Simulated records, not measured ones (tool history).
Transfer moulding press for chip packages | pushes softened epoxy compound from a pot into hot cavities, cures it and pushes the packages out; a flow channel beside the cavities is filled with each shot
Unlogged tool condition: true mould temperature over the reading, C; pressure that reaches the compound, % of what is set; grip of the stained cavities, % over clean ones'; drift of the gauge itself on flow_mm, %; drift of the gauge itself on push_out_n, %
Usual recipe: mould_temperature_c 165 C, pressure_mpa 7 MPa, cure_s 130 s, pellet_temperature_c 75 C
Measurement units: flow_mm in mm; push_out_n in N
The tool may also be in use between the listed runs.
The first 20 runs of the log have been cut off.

| run | hour | mould_temperature_c | pressure_mpa | cure_s | pellet_temperature_c | hours of work since the mould's thermocouples were calibrated | shots since the plunger's rings were changed | shots since the cavities were cleaned | incoming compound's hours out of the cold store | flow_mm | push_out_n |
|---|---|---|---|---|---|---|---|---|---|---|---|
| 21 | 183.9 | 170 | 7 | 141 | 84 | 138 | 3426 | 1003 | 23.5 | 630 | 707 |
|  | 188 | cavities cleaned with cleaning compound and waxed |
| 22 | 198.4 | 165 | 7 | 130 | 66 | 147 | 3559 | 106 | 26.8 | 641 | 524 |
| 23 | 204.4 | 165 | 7 | 130 | 66 | 151 | 3620 | 167 | 19.2 | 653 | 555 |
| 24 | 210 | 172 | 6.38 | 134 | 81 | 155 | 3678 | 225 | 23.4 | 597 | 468 |
| 25 | 220 | 172 | 6.38 | 134 | 81 | 162 | 3779 | 326 | 8.6 | 620 | 503 |
| 26 | 228.8 | 170 | 8.67 | 128 | 80 | 168 | 3870 | 417 | 39.4 | 652 | 583 |
| 27 | 234.8 | 170 | 8.67 | 128 | 80 | 172 | 3931 | 478 | 27.4 | 680 | 597 |
| 28 | 242.8 | 165 | 7 | 123 | 75 | 177 | 4012 | 559 | 45.5 | 588 | 731 |
| 29 | 249.8 | 165 | 7 | 164 | 76 | 182 | 4085 | 632 | 25.4 | 615 | 622 |
| 30 | 261.3 | 165 | 7 | 164 | 76 | 190 | 4202 | 749 | 12.8 | 663 | 654 |

Below are 3 alternative next runs, each starting from the tool's condition after run 30. Predict each:
| A | 267.8 | 165 | 8.6 | 130 | 75 | 195 | 4269 | 816 | 41.5 | ? | ? |
| B | 267.8 | 165 | 7.96 | 125 | 69 | 195 | 4269 | 816 | 30.1 | ? | ? |
| C | 267.8 | 165 | 7.53 | 164 | 76 | 195 | 4269 | 816 | 39.9 | ? | ? |

| run | flow_mm | push_out_n |
|---|---|---|
| A | 650 | 779 |
| B | 649 | 805 |
| C | 617 | 649 |
Without the tool's hidden state the same runs would have given:
| run | flow_mm | push_out_n |
|---|---|---|
| A | 708 | 429 |
| B | 707 | 444 |
| C | 672 | 357 |
